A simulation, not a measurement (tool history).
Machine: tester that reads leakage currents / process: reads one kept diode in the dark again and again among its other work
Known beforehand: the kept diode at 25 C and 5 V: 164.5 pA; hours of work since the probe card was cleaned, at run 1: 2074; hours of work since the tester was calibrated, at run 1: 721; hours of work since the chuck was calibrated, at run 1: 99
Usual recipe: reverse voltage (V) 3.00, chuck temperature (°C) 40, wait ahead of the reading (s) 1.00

run,hour,reverse voltage (V),chuck temperature (°C),wait ahead of the reading (s),hours of work since the probe card was cleaned,hours of work since the tester was calibrated,hours of work since the chuck was calibrated,current that the tester gives (pA)
1,0.0,3.00,40,1.00,2074,721,99,490.47
2,71.3,3.00,40,1.00,2106,754,131,488.04
3,114.9,3.00,40,1.00,2126,774,151,491.46
4,153.9,3.00,40,1.00,2144,791,169,487.99
# hour 173.7: probe card cleaned and baked
5,202.9,3.00,40,1.00,13,812,190,480.37
6,252.1,3.00,40,1.00,36,835,212,482.55
7,297.8,3.00,40,1.00,57,856,233,479.70
8,363.9,3.00,40,1.00,87,886,263,482.16
9,435.4,3.00,40,1.00,119,918,296,480.39
10,465.6,3.00,40,1.00,133,932,309,478.50
11,522.8,3.00,40,1.00,159,958,335,479.85
12,566.4,3.00,40,1.00,179,978,355,480.09
13,609.0,3.00,26,1.00,198,997,375,144.02
14,671.1,3.00,26,1.00,227,1026,403,144.86
15,724.9,3.00,26,1.00,251,1050,428,143.65
16,768.2,3.00,40,9.29,271,1070,447,477.18
17,811.3,3.00,40,9.29,291,1090,467,479.28
18,869.5,3.00,40,9.29,317,1116,494,478.41
19,906.5,3.00,31,1.00,334,1133,510,223.61
20,940.0,3.00,31,1.00,349,1148,526,223.92
21,1011.6,12.79,54,1.18,382,1181,558,2759.32
22,1071.0,3.00,46,1.00,409,1208,585,773.35
23,1136.4,3.00,30,1.43,439,1238,615,204.92
24,1199.4,7.75,40,4.91,468,1267,644,726.51
25,1265.2,6.60,22,0.64,498,1297,674,143.65
26,1331.9,2.34,25,1.87,528,1327,704,116.71
27,1380.8,2.34,25,1.87,550,1349,727,116.62
28,1420.9,17.01,29,6.00,569,1368,745,407.07
29,1452.5,17.01,29,6.00,583,1382,759,407.63
30,1519.3,1.44,21,0.38,613,1412,790,65.85
31,1556.4,1.44,21,0.38,630,1429,807,65.55
32,1595.5,1.77,22,1.00,648,1447,825,78.48
33,1659.7,3.00,52,4.80,677,1476,854,1231.00
34,1730.3,3.00,52,4.80,710,1509,886,1238.50
35,1762.7,3.00,52,4.80,724,1523,901,1223.54
36,1833.3,1.84,57,0.96,757,1556,933,1444.57
37,1906.9,12.73,58,1.00,790,1589,966,3660.46
38,1978.6,10.49,26,1.00,823,1622,999,254.64
39,2046.3,5.43,51,0.33,854,1653,1030,1483.66

Forecast each of these 4 alternatives for the next run:
A,2083.9,3.00,30,7.70,871,1670,1047,?
B,2083.9,1.10,26,8.90,871,1670,1047,?
C,2083.9,2.12,37,1.38,871,1670,1047,?
D,2083.9,3.00,48,1.00,871,1670,1047,?

run,current that the tester gives (pA)
A,201.04
B,90.16
C,315.64
D,896.29
With the hidden condition removed and each run's random variation left untouched, the same runs would have given:
run,current that the tester gives (pA)
A,204.49
B,91.98
C,322.53
D,916.21

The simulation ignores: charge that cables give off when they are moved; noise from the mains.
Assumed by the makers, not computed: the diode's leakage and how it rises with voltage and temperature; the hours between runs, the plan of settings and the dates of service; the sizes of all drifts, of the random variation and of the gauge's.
